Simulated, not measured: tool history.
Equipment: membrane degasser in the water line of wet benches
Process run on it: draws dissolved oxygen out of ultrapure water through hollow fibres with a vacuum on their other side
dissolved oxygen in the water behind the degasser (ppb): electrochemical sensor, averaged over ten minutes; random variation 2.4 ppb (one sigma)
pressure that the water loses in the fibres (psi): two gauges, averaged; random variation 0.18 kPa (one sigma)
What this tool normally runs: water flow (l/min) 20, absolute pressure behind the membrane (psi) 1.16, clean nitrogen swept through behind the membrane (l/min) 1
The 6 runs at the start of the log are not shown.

run,day,water flow (l/min),absolute pressure behind the membrane (psi),clean nitrogen swept through behind the membrane (l/min),hours since the membrane was changed,hours since the vacuum gauge was calibrated,hours since the vacuum lines were made tight,dissolved oxygen in the water behind the degasser (ppb),pressure that the water loses in the fibres (psi)
7,76.288,20,1.16,1,15923,4288,9358,237,5.005
8,91.038,20,1.16,1,16277,4642,9712,238.1,5.039
9,102.446,13,1.16,1,16551,4915,9986,152.1,3.272
10,117.275,13,1.99,1,16907,5271,10342,315,3.247
11,129.054,13,1.99,1,17190,5554,10625,323.8,3.274
12,136.758,13,1.99,1,17375,5739,10810,312.9,3.26
13,147.779,20,1.16,1,17639,6003,11074,232.4,5.013
14,161.954,20,1.16,1,17979,6344,11414,238.3,5.026
# day 162.758: membrane cartridge changed
15,171.258,20,1.16,2.05,204,6563,11634,136.4,4.997
16,182.892,18,1.16,1,483,6842,11913,210.9,4.508
# day 187.412: seals of the vacuum lines changed
17,196.146,16,2.492,2.28,799,7158,210,245.3,4.032
# day 196.812: vacuum gauge calibrated
18,203.475,16,2.492,0.62,975,160,385,728.9,4.009
19,213.25,18,2.384,0.62,1209,395,620,781.1,4.514
20,221.912,13,1.014,0.86,1417,602,828,137.9,3.249

Run 21 is up next; what results do you expect?
21,233.842,17,1.014,0.51,1703,889,1114,?,?

{"run 21": {"dissolved oxygen in the water behind the degasser (ppb)": 276.4, "pressure that the water loses in the fibres (psi)": 4.274}}
Minus the tool's unlogged condition, the same run would have read dissolved oxygen in the water behind the degasser (ppb) 276.3, pressure that the water loses in the fibres (psi) 4.273.
